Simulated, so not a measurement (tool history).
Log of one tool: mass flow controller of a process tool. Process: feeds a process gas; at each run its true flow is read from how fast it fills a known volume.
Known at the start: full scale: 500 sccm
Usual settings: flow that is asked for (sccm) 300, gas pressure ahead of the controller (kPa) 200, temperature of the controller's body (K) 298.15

run	day	flow that is asked for (sccm)	gas pressure ahead of the controller (kPa)	temperature of the controller's body (K)	true flow (%)
1	0.000	300	200	298.15	99.88
2	4.921	300	200	298.15	99.74
3	11.888	300	200	298.15	99.90
4	16.758	168	200	298.15	99.53
5	21.342	387	200	298.15	100.25
6	27.700	387	170	298.15	100.34
7	33.542	300	226	298.15	99.78
8	37.467	300	211	298.15	99.89
9	43.746	300	200	298.15	99.91
10	49.838	300	200	298.15	99.96
11	56.117	300	200	298.15	100.10
12	59.575	300	200	298.15	100.04
13	66.196	300	200	303.15	99.79
14	69.092	300	200	297.15	100.19
15	76.200	300	200	297.15	100.22
16	79.708	300	170	297.15	100.43
17	84.438	300	230	298.15	100.03
18	88.658	300	230	298.15	100.09
19	94.804	300	200	305.15	99.72
20	99.712	300	165	298.15	100.31
21	105.554	255	278	294.15	100.13
22	110.342	92	278	304.15	100.17
23	115.958	256	237	299.15	100.09
24	119.483	98	153	302.15	100.62
25	125.333	65	185	298.15	102.79
26	131.358	65	185	298.15	102.84
27	137.292	65	185	298.15	103.16
28	141.517	65	185	298.15	103.18
29	144.446	326	246	296.15	100.64
30	150.754	326	227	309.15	98.99
31	156.600	120	227	303.15	98.37
32	161.533	300	146	302.15	99.52
33	167.438	300	175	296.15	99.97
34	174.479	275	269	297.15	99.54
35	177.462	72	230	303.15	98.40
36	180.700	72	230	303.15	98.49
37	184.175	72	230	303.15	98.53

Not shown: 2 entries that the log had between the listed runs. Between which runs, and how does the tool's hidden state differ before and after?
Between runs 24 and 25: controller's zero set anew (day 119.871)
  flow at rest that the sensor doesn't see, % of full scale: 0.455 -> 0.585; true flow over the shown one, %: 0.64 -> 0.66
  measured less the result without the state, true flow (%): +2.96 -> +5.15
Between runs 29 and 30: controller's zero set anew, once more (day 149.967)
  flow at rest that the sensor doesn't see, % of full scale: 0.61 -> 0.03; true flow over the shown one, %: 0.71 -> 0.72
  measured less the result without the state, true flow (%): +1.64 -> +0.77
